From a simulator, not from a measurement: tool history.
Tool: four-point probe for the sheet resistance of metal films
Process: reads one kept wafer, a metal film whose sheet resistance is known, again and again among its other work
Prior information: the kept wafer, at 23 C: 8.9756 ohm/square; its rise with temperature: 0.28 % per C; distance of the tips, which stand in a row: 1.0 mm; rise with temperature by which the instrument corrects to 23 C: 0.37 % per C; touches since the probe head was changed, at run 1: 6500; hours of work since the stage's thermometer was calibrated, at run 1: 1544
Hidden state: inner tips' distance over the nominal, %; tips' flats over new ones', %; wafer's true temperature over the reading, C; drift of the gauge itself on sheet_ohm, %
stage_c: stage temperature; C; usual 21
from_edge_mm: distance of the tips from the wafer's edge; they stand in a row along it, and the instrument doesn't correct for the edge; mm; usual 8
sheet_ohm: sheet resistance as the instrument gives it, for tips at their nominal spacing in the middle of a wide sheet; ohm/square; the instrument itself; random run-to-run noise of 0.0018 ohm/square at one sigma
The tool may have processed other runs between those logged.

| run | hour | stage_c | from_edge_mm | touches since the probe head was changed | hours of work since the stage's thermometer was calibrated | sheet_ohm |
|---|---|---|---|---|---|---|
| 1 | 0.0 | 21 | 8 | 6500 | 1544 | 9.091964 |
| 2 | 15.5 | 21 | 9 | 6931 | 1556 | 9.077848 |
| 3 | 27.9 | 21 | 4 | 7276 | 1566 | 9.305837 |
| 4 | 43.0 | 21 | 4 | 7696 | 1578 | 9.307850 |
| 5 | 54.5 | 35 | 8 | 8014 | 1587 | 8.982584 |
| 6 | 69.5 | 35 | 8 | 8431 | 1599 | 8.980451 |
| 7 | 77.2 | 21 | 20 | 8645 | 1605 | 9.026513 |
| 8 | 90.6 | 21 | 20 | 9019 | 1616 | 9.026271 |
| 9 | 102.6 | 21 | 8 | 9352 | 1625 | 9.091946 |
| 10 | 113.1 | 21 | 8 | 9645 | 1633 | 9.089228 |
| 11 | 122.4 | 21 | 8 | 9904 | 1641 | 9.091254 |
| 12 | 139.8 | 21 | 36 | 10387 | 1654 | 9.015482 |
| 13 | 153.9 | 21 | 5 | 10778 | 1666 | 9.200612 |
| 14 | 165.4 | 21 | 5 | 11098 | 1675 | 9.200751 |
| 15 | 179.9 | 21 | 5 | 11502 | 1686 | 9.205054 |
| 16 | 188.2 | 18 | 4 | 11733 | 1693 | 9.333740 |
| 17 | 199.1 | 18 | 4 | 12036 | 1701 | 9.333453 |
| 18 | 214.7 | 21 | 8 | 12470 | 1714 | 9.089465 |
| 19 | 226.3 | 21 | 8 | 12791 | 1723 | 9.087604 |
| 20 | 236.3 | 24 | 5 | 13069 | 1731 | 9.180642 |
| 21 | 253.1 | 24 | 5 | 13536 | 1744 | 9.179704 |
| 22 | 266.9 | 24 | 5 | 13920 | 1755 | 9.179819 |
| 23 | 278.9 | 27 | 63 | 14254 | 1764 | 8.968396 |
| 24 | 290.6 | 27 | 63 | 14579 | 1773 | 8.967538 |
| 25 | 305.7 | 33 | 50 | 14999 | 1785 | 8.923013 |
| 26 | 320.7 | 24 | 15 | 15416 | 1797 | 9.011509 |

Here are 3 independent what-if runs from the current tool condition. What would each one return?
| A | 337.6 | 31 | 45 | 15886 | 1811 | ? |
| B | 337.6 | 32 | 8 | 15886 | 1811 | ? |
| C | 337.6 | 27 | 8 | 15886 | 1811 | ? |

| run | sheet_ohm |
|---|---|
| A | 8.936907 |
| B | 9.004108 |
| C | 9.043789 |
What these runs would have given with no unlogged condition in the tool:
| run | sheet_ohm |
|---|---|
| A | 8.916905 |
| B | 8.983984 |
| C | 9.023470 |
